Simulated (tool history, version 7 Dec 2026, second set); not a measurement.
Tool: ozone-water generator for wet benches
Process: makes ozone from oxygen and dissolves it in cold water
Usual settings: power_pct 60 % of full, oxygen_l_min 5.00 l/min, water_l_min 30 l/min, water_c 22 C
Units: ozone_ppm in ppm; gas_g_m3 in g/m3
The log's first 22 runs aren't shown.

{"run": 23, "hour": 3715.4, "power_pct": 42, "oxygen_l_min": 5.0, "water_l_min": 32, "water_c": 20, "ozone_ppm": 7.3, "gas_g_m3": 90.4}
{"run": 24, "hour": 3922.0, "power_pct": 42, "oxygen_l_min": 6.31, "water_l_min": 32, "water_c": 20, "ozone_ppm": 7.2, "gas_g_m3": 75.3}
{"run": 25, "hour": 4113.0, "power_pct": 60, "oxygen_l_min": 4.16, "water_l_min": 30, "water_c": 22, "ozone_ppm": 10.1, "gas_g_m3": 133.4}
{"run": 26, "hour": 4280.0, "power_pct": 60, "oxygen_l_min": 4.16, "water_l_min": 30, "water_c": 22, "ozone_ppm": 10.0, "gas_g_m3": 132.8}
{"run": 27, "hour": 4468.8, "power_pct": 60, "oxygen_l_min": 4.16, "water_l_min": 30, "water_c": 22, "ozone_ppm": 9.6, "gas_g_m3": 131.9}
{"run": 28, "hour": 4657.3, "power_pct": 60, "oxygen_l_min": 4.16, "water_l_min": 30, "water_c": 22, "ozone_ppm": 10.0, "gas_g_m3": 130.8}
{"run": 29, "hour": 4755.8, "power_pct": 60, "oxygen_l_min": 5.0, "water_l_min": 23, "water_c": 22, "ozone_ppm": 12.0, "gas_g_m3": 115.5}
{"hour": 4891.8, "done": "contactor cleaned"}
{"run": 30, "hour": 4958.6, "power_pct": 45, "oxygen_l_min": 5.0, "water_l_min": 20, "water_c": 24, "ozone_ppm": 10.7, "gas_g_m3": 91.5}
{"hour": 5067.6, "done": "water thermometer calibrated"}
{"run": 31, "hour": 5116.1, "power_pct": 45, "oxygen_l_min": 5.0, "water_l_min": 20, "water_c": 24, "ozone_ppm": 10.7, "gas_g_m3": 91.0}
{"run": 32, "hour": 5309.2, "power_pct": 45, "oxygen_l_min": 5.0, "water_l_min": 20, "water_c": 24, "ozone_ppm": 10.5, "gas_g_m3": 90.8}

3 ways to go on from here, each from the tool as it stands after run 32. What would each give?
{"run": "A", "hour": 5490.1, "power_pct": 97, "oxygen_l_min": 7.02, "water_l_min": 30, "water_c": 24, "ozone_ppm": "?", "gas_g_m3": "?"}
{"run": "B", "hour": 5490.1, "power_pct": 65, "oxygen_l_min": 5.0, "water_l_min": 36, "water_c": 22, "ozone_ppm": "?", "gas_g_m3": "?"}
{"run": "C", "hour": 5490.1, "power_pct": 45, "oxygen_l_min": 5.0, "water_l_min": 42, "water_c": 24, "ozone_ppm": "?", "gas_g_m3": "?"}

run=A ozone_ppm=13.0 gas_g_m3=125.0
run=B ozone_ppm=8.8 gas_g_m3=116.7
run=C ozone_ppm=5.5 gas_g_m3=89.7
Without the tool's hidden state the same runs would have given:
run=A ozone_ppm=16.6 gas_g_m3=158.4
run=B ozone_ppm=10.6 gas_g_m3=139.1
run=C ozone_ppm=6.4 gas_g_m3=100.9

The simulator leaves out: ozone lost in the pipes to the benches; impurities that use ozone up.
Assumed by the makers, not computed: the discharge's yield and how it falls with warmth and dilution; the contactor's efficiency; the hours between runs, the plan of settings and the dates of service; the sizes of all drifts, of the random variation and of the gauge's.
